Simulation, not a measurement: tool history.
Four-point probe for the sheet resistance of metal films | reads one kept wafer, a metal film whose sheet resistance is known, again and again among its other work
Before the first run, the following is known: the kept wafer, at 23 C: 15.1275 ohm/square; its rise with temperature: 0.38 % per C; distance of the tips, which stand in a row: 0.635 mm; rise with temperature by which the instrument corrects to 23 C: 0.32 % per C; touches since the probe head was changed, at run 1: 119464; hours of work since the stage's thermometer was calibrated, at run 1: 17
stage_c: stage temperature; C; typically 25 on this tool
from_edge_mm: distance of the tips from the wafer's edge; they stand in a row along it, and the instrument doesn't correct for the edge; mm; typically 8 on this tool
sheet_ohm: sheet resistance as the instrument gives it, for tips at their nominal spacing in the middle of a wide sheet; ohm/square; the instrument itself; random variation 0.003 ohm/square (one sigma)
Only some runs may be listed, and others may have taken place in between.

run	hour	stage_c	from_edge_mm	touches since the probe head was changed	hours of work since the stage's thermometer was calibrated	sheet_ohm
1	0.0	25	8	119464	17	15.327164
2	54.8	25	8	121477	48	15.339021
3	123.6	25	8	124008	88	15.339793
4	169.2	25	8	125681	113	15.343532
5	250.9	25	8	128685	160	15.346864
6	337.3	25	8	131859	209	15.350693
7	436.4	25	23	135501	266	15.310723
8	494.8	27	8	137647	299	15.382755
9	548.3	27	8	139610	329	15.384653
10	631.5	27	8	142667	377	15.396206
# hour 638.2: stage's thermometer calibrated
11	709.7	30	19	145525	41	15.378511
12	808.8	24	8	149166	97	15.374478
13	867.8	24	8	151333	131	15.379444
14	966.4	21	8	154955	187	15.358630
15	1010.1	34	50	156561	212	15.429507
16	1088.0	19	5	159423	256	15.422533
# hour 1161.6: stage's thermometer calibrated, once more
17	1177.5	19	5	162695	9	15.426167
18	1263.0	19	5	165836	58	15.429229
19	1305.9	21	4	167411	82	15.511469
20	1378.4	28	46	170076	124	15.386100

Consider 4 possible next runs. They are alternatives, not a sequence: every one starts from the tool as it was left by run 20. What does each give?
A	1429.9	21	62	171970	153	?
B	1429.9	31	62	171970	153	?
C	1429.9	26	33	171970	153	?
D	1429.9	31	8	171970	153	?

run	sheet_ohm
A	15.320916
B	15.411958
C	15.368002
D	15.455095
The same runs, with their run-to-run variation unchanged, on a tool lacking any hidden condition would have given:
run	sheet_ohm
A	15.110554
B	15.200427
C	15.157037
D	15.243025

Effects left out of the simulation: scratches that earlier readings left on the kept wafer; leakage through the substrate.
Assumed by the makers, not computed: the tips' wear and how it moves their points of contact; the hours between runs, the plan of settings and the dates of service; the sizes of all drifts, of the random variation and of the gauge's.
